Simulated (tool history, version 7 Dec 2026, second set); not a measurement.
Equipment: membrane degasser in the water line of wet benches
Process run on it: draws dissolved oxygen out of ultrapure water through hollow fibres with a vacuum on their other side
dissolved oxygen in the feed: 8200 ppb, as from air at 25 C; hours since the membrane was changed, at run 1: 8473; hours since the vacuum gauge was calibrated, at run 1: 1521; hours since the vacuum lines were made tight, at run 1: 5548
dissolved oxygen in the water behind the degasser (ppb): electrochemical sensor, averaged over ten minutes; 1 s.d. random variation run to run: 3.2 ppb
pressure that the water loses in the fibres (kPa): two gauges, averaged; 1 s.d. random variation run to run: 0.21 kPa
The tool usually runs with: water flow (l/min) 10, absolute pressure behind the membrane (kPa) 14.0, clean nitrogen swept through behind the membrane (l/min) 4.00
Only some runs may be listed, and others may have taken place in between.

run    hour  water flow (l/min)  absolute pressure behind the membrane (kPa)  clean nitrogen swept through behind the membrane (l/min)  hours since the membrane was changed  hours since the vacuum gauge was calibrated  hours since the vacuum lines were made tight  dissolved oxygen in the water behind the degasser (ppb)  pressure that the water loses in the fibres (kPa)
  1     0.0                  10                                         14.0                                                      4.00                                  8473                                         1521                                          5548                                                    310.2                                              50.79
  2   109.2                  10                                         14.0                                                      4.00                                  8582                                         1630                                          5658                                                    316.2                                              50.40
  3   352.7                  10                                         14.0                                                      4.00                                  8826                                         1874                                          5901                                                    309.9                                              50.57
  4   484.7                  13                                         14.0                                                      4.00                                  8957                                         2006                                          6033                                                    493.7                                              65.25
  5   584.4                  13                                         14.0                                                      4.00                                  9057                                         2105                                          6133                                                    486.3                                              65.32
  6   810.8                  10                                         14.0                                                      4.00                                  9284                                         2332                                          6359                                                    314.4                                              50.31
  7   918.9                  10                                         14.0                                                      4.00                                  9392                                         2440                                          6467                                                    321.8                                              50.03
  8  1044.8                  13                                         13.9                                                      1.80                                  9518                                         2566                                          6593                                                    561.1                                              65.55
  9  1242.5                  14                                          9.6                                                      3.73                                  9715                                         2764                                          6791                                                    518.2                                              70.81
 10  1432.8                  14                                          9.6                                                      3.73                                  9906                                         2954                                          6981                                                    509.7                                              70.39
 11  1678.0                  10                                         14.0                                                      3.20                                 10151                                         3199                                          7226                                                    331.0                                              50.39
 12  1797.6                  14                                         22.1                                                      2.77                                 10270                                         3319                                          7346                                                    659.8                                              70.66
 13  1975.9                   7                                         11.9                                                      8.38                                 10449                                         3497                                          7524                                                    135.2                                              35.39

Estimate the outcome of run 14 from the log above:
 14  2156.9                   7                                         11.9                                                      8.38                                 10630                                         3678                                          7705                                                        ?                                                  ?

Run 14 came out at dissolved oxygen in the water behind the degasser (ppb) 135.6, pressure that the water loses in the fibres (kPa) 35.07.
If the tool had no hidden condition, the same run with the same run-to-run variation would have returned dissolved oxygen in the water behind the degasser (ppb) 135.1, pressure that the water loses in the fibres (kPa) 35.37.

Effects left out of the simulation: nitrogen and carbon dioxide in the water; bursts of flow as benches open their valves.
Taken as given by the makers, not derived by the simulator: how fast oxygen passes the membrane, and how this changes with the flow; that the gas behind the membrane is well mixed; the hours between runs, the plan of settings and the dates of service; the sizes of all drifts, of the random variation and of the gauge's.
